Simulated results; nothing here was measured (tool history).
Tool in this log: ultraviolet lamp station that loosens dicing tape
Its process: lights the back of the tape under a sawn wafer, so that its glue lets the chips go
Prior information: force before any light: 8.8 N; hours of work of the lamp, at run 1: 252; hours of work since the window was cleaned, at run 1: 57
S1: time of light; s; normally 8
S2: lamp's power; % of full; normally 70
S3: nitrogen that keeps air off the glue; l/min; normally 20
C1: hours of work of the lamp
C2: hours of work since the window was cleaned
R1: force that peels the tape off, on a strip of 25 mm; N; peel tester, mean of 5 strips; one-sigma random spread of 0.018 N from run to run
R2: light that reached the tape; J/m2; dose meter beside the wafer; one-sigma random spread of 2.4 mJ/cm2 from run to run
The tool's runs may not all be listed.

Run 1, day 0.000: usual settings; C1 252; C2 57. Result: R1 1.116 N, R2 2460 J/m2.
Run 2, day 2.108: usual settings; C1 281; C2 87. Result: R1 1.157 N, R2 2380 J/m2.
Run 3, day 4.425: usual settings; C1 313; C2 119. Result: R1 1.169 N, R2 2310 J/m2.
Run 4, day 7.029: usual settings; C1 350; C2 155. Result: R1 1.241 N, R2 2300 J/m2.
Run 5, day 10.525: usual settings but S2 69 % of full; C1 398; C2 204. Result: R1 1.339 N, R2 2210 J/m2.
Run 6, day 14.004: usual settings but S3 31 l/min; C1 447; C2 253. Result: R1 1.087 N, R2 2150 J/m2.
Run 7, day 17.458: usual settings; C1 495; C2 301. Result: R1 1.438 N, R2 2110 J/m2.
At day 18.442: window cleaned of glue's vapour.
Run 8, day 20.829: usual settings; C1 542; C2 33. Result: R1 1.400 N, R2 2110 J/m2.
Run 9, day 23.283: usual settings but S3 9 l/min; C1 576; C2 68. Result: R1 2.230 N, R2 2080 J/m2.
Run 10, day 26.750: usual settings but S1 7 s, S3 8 l/min; C1 625; C2 116. Result: R1 2.916 N, R2 1720 J/m2.
Run 11, day 29.983: usual settings but S1 9 s, S2 77 % of full, S3 15 l/min; C1 670; C2 161. Result: R1 1.352 N, R2 2420 J/m2.
Run 12, day 32.954: usual settings but S3 17 l/min; C1 711; C2 203. Result: R1 1.818 N, R2 1930 J/m2.
Run 13, day 34.750: usual settings but S3 17 l/min; C1 736; C2 228. Result: R1 1.882 N, R2 1870 J/m2.
Run 14, day 38.162: usual settings but S1 11 s, S2 80 % of full, S3 25 l/min; C1 784; C2 275. Result: R1 0.703 N, R2 2840 J/m2.
At day 40.833: window cleaned of glue's vapour.
Run 15, day 40.833: usual settings but S2 94 % of full; C1 821; C2 0. Result: R1 1.048 N, R2 2500 J/m2.
Run 16, day 43.154: usual settings but S1 7 s, S2 94 % of full, S3 8 l/min; C1 853; C2 32. Result: R1 2.226 N, R2 2150 J/m2.

Below are 4 alternative next runs, each starting from the tool's condition after run 16. Predict each:
Run A, day 45.425: usual settings but S2 80 % of full, S3 27 l/min; C1 885; C2 64. Result: R1 ?, R2 ?.
Run B, day 45.425: usual settings but S1 14 s, S2 92 % of full; C1 885; C2 64. Result: R1 ?, R2 ?.
Run C, day 45.425: usual settings but S2 64 % of full, S3 10 l/min; C1 885; C2 64. Result: R1 ?, R2 ?.
Run D, day 45.425: usual settings but S1 10 s, S2 83 % of full, S3 7 l/min; C1 885; C2 64. Result: R1 ?, R2 ?.

run     R1    R2
  A  1.324  2010
  B  0.383  4040
  C  2.952  1630
  D  1.848  2600
What these runs would have given with no unlogged condition in the tool:
run     R1    R2
  A  0.534  3160
  B  0.189  6340
  C  1.618  2550
  D  0.833  4070

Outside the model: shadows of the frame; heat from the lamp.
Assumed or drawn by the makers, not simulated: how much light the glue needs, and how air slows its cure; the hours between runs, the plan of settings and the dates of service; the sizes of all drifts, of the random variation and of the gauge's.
